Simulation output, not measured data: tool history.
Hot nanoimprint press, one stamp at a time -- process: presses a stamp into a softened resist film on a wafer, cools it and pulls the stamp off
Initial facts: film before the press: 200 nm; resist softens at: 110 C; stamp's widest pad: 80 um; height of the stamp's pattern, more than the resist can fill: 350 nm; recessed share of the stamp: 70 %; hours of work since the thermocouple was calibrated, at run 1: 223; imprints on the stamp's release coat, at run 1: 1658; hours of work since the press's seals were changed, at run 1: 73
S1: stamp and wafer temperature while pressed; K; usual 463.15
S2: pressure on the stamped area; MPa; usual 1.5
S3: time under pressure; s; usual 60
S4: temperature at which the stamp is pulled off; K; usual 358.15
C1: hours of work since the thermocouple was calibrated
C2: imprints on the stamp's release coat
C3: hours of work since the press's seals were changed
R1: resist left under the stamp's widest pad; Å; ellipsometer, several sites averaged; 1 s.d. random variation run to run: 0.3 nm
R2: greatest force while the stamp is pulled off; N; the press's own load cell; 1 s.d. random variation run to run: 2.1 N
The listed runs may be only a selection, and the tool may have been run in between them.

run,hour,S1,S2,S3,S4,C1,C2,C3,R1,R2
1,0,463.15,1.5,60,358.15,223,1658,73,1154,91
2,25.8,463.15,1.5,60,358.15,234,1723,84,1158,92
3,76.2,455.15,1.5,60,358.15,256,1849,106,1447,94
4,102.9,455.15,1.5,60,358.15,267,1916,117,1441,92
5,133.3,455.15,1.5,60,358.15,280,1993,130,1431,90
6,168.7,455.15,1.5,60,358.15,295,2082,146,1442,92
7,192.4,455.15,1.5,60,358.15,305,2141,156,1440,93
8,236,455.15,1.5,60,358.15,324,2251,174,1435,91
# hour 245.7: stamp cleaned and given a new release coat
9,285.8,463.15,1.5,60,358.15,343,100,193,1149,87
10,327.7,463.15,1.5,60,358.15,361,206,211,1156,91
11,377.5,463.15,1.5,89,358.15,382,331,232,1027,94
12,404,463.15,1.8,60,358.15,393,397,244,1054,98
13,442.4,463.15,1.8,60,358.15,410,494,260,1046,92
14,472.3,469.15,1.5,64,349.15,423,568,273,940,109
15,513.6,455.15,2.01,77,361.15,440,672,291,1190,87
# hour 526.7: plate thermocouple calibrated
16,555,463.15,2.35,31,358.15,12,768,307,1116,87
17,594.8,463.15,2.36,60,357.15,29,869,324,901,94
18,635.6,466.15,1.23,111,343.15,47,971,341,971,118

What does the tool deliver on the next run?
19,671.4,463.15,1.5,35,355.15,62,1061,357,?,?

Run 19 measured R1 1325 Å, R2 99 N.
Without the tool's hidden state the same run would have given R1 1324 Å, R2 98 N.

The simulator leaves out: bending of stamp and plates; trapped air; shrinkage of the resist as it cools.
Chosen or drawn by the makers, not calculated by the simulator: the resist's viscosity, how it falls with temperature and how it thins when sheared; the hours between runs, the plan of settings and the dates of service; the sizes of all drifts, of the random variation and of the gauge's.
